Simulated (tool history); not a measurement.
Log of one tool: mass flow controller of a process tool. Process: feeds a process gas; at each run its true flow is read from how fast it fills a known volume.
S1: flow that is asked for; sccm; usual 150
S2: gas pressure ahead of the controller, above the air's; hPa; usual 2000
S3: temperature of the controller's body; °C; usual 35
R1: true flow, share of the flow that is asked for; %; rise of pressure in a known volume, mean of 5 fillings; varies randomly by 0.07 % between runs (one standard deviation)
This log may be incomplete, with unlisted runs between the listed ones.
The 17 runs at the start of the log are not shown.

run    hour   S1    S2  S3     R1
 18  1580.3   65  2000  35  98.24
 19  1687.6  145  2600  21  97.30
 20  1785.9  150  2000  29  98.20
 21  1899.6  203  2000  29  98.35
 22  2013.0  203  2000  29  98.35
 23  2110.7  226  2000  21  97.85
 24  2205.5  150  2000  29  98.03
 25  2258.3  150  2000  29  98.06
 26  2324.1  270  2380  35  98.98
     2352.4  -- gauge calibrated
 27  2411.2  169  2330  33  98.87
 28  2495.3   82  2620  20  97.24
 29  2572.7  150  1590  35  99.34
 30  2692.2   60  2050  25  97.79
 31  2804.2  168  2000  28  98.52
 32  2862.5   52  2040  35  98.47
 33  2983.4   80  2070  37  98.83
 34  3071.3  189  2000  35  99.16

3 options for the next run, each taken on its own from the tool as it stands now. Forecast them:
  A  3151.0  141  2000  35   ?
  B  3151.0  354  2730  38   ?
  C  3151.0  157  2440  27   ?

run     R1
  A  98.86
  B  99.92
  C  98.16
What these runs would have given with no unlogged condition in the tool:
run      R1
  A   99.07
  B  100.13
  C   98.37
